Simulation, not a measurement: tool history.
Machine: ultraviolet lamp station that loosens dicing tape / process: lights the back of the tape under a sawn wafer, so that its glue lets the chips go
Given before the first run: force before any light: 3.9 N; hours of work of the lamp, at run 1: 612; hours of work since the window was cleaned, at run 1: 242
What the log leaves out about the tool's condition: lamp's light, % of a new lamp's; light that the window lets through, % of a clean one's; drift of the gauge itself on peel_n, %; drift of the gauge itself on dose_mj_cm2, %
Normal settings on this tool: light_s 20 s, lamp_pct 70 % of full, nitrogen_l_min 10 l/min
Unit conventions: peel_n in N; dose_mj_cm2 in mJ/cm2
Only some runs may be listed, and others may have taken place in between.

| run | hour | light_s | lamp_pct | nitrogen_l_min | hours of work of the lamp | hours of work since the window was cleaned | peel_n | dose_mj_cm2 |
|---|---|---|---|---|---|---|---|---|
| 1 | 0 | 20 | 70 | 10 | 612 | 242 | 0.728 | 300 |
| 2 | 12.5 | 20 | 70 | 10 | 621 | 251 | 0.742 | 297 |
| 3 | 32.3 | 20 | 70 | 10 | 636 | 266 | 0.743 | 293 |
| 4 | 53.6 | 20 | 70 | 10 | 652 | 282 | 0.756 | 294 |
| 5 | 62.4 | 12 | 70 | 10 | 658 | 288 | 1.399 | 175 |
| 6 | 72.8 | 12 | 70 | 10 | 666 | 296 | 1.452 | 176 |
| 7 | 82.2 | 12 | 70 | 10 | 673 | 303 | 1.432 | 173 |
| 8 | 98.7 | 12 | 67 | 10 | 685 | 315 | 1.497 | 165 |
| 9 | 119.3 | 12 | 67 | 10 | 701 | 330 | 1.479 | 160 |
| 10 | 130.3 | 12 | 67 | 10 | 709 | 339 | 1.453 | 161 |
| 11 | 149.5 | 20 | 99 | 10 | 723 | 353 | 0.459 | 391 |
| 12 | 168 | 23 | 99 | 10 | 737 | 367 | 0.367 | 448 |
| 13 | 180.9 | 23 | 99 | 10 | 746 | 376 | 0.365 | 456 |
|  | 188.9 | window cleaned of glue's vapour |
| 14 | 196.6 | 23 | 99 | 10 | 758 | 6 | 0.291 | 530 |
| 15 | 217.3 | 20 | 71 | 19 | 773 | 21 | 0.553 | 324 |
| 16 | 235.3 | 12 | 70 | 5 | 786 | 34 | 1.473 | 194 |
| 17 | 245.2 | 12 | 70 | 5 | 794 | 42 | 1.436 | 189 |
| 18 | 264.7 | 20 | 70 | 6 | 808 | 56 | 0.801 | 317 |
| 19 | 276.3 | 19 | 70 | 10 | 817 | 65 | 0.708 | 293 |
| 20 | 286.1 | 19 | 70 | 10 | 824 | 72 | 0.719 | 297 |
| 21 | 306.1 | 11 | 86 | 16 | 839 | 87 | 1.027 | 209 |
| 22 | 319 | 11 | 93 | 19 | 848 | 97 | 0.916 | 221 |
| 23 | 339.7 | 36 | 82 | 5 | 864 | 112 | 0.269 | 645 |
| 24 | 354 | 19 | 82 | 9 | 874 | 123 | 0.606 | 336 |
| 25 | 371.2 | 14 | 96 | 5 | 887 | 135 | 0.913 | 291 |
| 26 | 385.8 | 14 | 96 | 5 | 898 | 146 | 0.984 | 286 |
| 27 | 399 | 14 | 96 | 5 | 908 | 156 | 0.924 | 286 |
| 28 | 410.8 | 16 | 96 | 10 | 917 | 165 | 0.637 | 325 |

Predict each of these 5 candidate next runs independently; none follows another, all start after run 28:
| A | 425.8 | 23 | 85 | 8 | 928 | 176 | ? | ? |
| B | 425.8 | 10 | 78 | 6 | 928 | 176 | ? | ? |
| C | 425.8 | 31 | 83 | 7 | 928 | 176 | ? | ? |
| D | 425.8 | 25 | 68 | 8 | 928 | 176 | ? | ? |
| E | 425.8 | 24 | 95 | 12 | 928 | 176 | ? | ? |

| run | peel_n | dose_mj_cm2 |
|---|---|---|
| A | 0.467 | 419 |
| B | 1.62 | 165 |
| C | 0.297 | 542 |
| D | 0.575 | 354 |
| E | 0.316 | 477 |
With no hidden state in the tool, these same runs would have given:
| run | peel_n | dose_mj_cm2 |
|---|---|---|
| A | 0.326 | 518 |
| B | 1.329 | 204 |
| C | 0.214 | 670 |
| D | 0.404 | 439 |
| E | 0.231 | 590 |

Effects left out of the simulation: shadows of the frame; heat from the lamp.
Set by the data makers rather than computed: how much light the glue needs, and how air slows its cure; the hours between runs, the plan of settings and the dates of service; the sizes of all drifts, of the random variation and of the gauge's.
